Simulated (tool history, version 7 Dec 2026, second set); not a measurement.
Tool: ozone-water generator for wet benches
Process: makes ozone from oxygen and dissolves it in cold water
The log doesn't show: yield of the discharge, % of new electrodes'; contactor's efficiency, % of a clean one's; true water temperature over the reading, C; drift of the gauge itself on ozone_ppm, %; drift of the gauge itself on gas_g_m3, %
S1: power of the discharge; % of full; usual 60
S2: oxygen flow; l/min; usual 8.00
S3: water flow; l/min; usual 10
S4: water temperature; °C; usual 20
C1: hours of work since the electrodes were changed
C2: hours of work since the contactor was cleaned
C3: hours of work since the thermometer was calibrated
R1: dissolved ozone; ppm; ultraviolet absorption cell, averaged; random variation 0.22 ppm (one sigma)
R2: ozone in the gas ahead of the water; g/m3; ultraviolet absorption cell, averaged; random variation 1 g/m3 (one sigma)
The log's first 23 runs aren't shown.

Run 24, hour 548.0: usual settings but S3 16 l/min, S4 21 °C; C1 1843; C2 6390; C3 989. Result: R1 23.8 ppm, R2 172.8 g/m3.
Run 25, hour 577.6: usual settings but S1 80 % of full, S2 13.63 l/min, S3 11 l/min, S4 13 °C; C1 1871; C2 6418; C3 1017. Result: R1 38.6 ppm, R2 161.2 g/m3.
Run 26, hour 598.2: usual settings but S1 80 % of full, S2 13.63 l/min, S3 11 l/min, S4 13 °C; C1 1890; C2 6437; C3 1036. Result: R1 38.3 ppm, R2 160.4 g/m3.
Run 27, hour 624.2: usual settings but S1 80 % of full, S2 13.63 l/min, S3 11 l/min, S4 13 °C; C1 1914; C2 6461; C3 1060. Result: R1 38.5 ppm, R2 161.1 g/m3.
Run 28, hour 639.9: usual settings but S1 80 % of full, S2 13.63 l/min, S3 11 l/min, S4 17 °C; C1 1929; C2 6476; C3 1075. Result: R1 34.6 ppm, R2 160.7 g/m3.
Run 29, hour 676.5: usual settings but S1 80 % of full, S2 13.63 l/min, S3 11 l/min, S4 17 °C; C1 1963; C2 6510; C3 1109. Result: R1 34.7 ppm, R2 160.4 g/m3.
Run 30, hour 700.3: usual settings but S1 52 % of full, S3 13 l/min; C1 1985; C2 6532; C3 1131. Result: R1 24.9 ppm, R2 153.8 g/m3.
Run 31, hour 722.5: usual settings but S2 7.73 l/min, S4 18 °C; C1 2006; C2 6553; C3 1151. Result: R1 34.3 ppm, R2 176.9 g/m3.

5 ways to go on from here, each from the tool as it stands after run 31. What would each give?
Run A, hour 739.4: usual settings but S4 15 °C; C1 2021; C2 6568; C3 1167. Result: R1 ?, R2 ?.
Run B, hour 739.4: usual settings but S2 9.01 l/min; C1 2021; C2 6568; C3 1167. Result: R1 ?, R2 ?.
Run C, hour 739.4: usual settings but S1 56 % of full, S2 7.73 l/min, S4 18 °C; C1 2021; C2 6568; C3 1167. Result: R1 ?, R2 ?.
Run D, hour 739.4: usual settings but S1 96 % of full, S2 13.37 l/min, S4 24 °C; C1 2021; C2 6568; C3 1167. Result: R1 ?, R2 ?.
Run E, hour 739.4: usual settings but S2 14.23 l/min, S3 7 l/min, S4 18 °C; C1 2021; C2 6568; C3 1167. Result: R1 ?, R2 ?.

run    R1     R2
  A  36.2  174.8
  B  31.4  161.4
  C  32.8  167.0
  D  35.6  185.9
  E  31.5  125.3
Without the tool's hidden state the same runs would have given:
run    R1     R2
  A  36.2  174.9
  B  31.4  161.4
  C  32.8  167.1
  D  35.6  186.0
  E  31.5  125.3
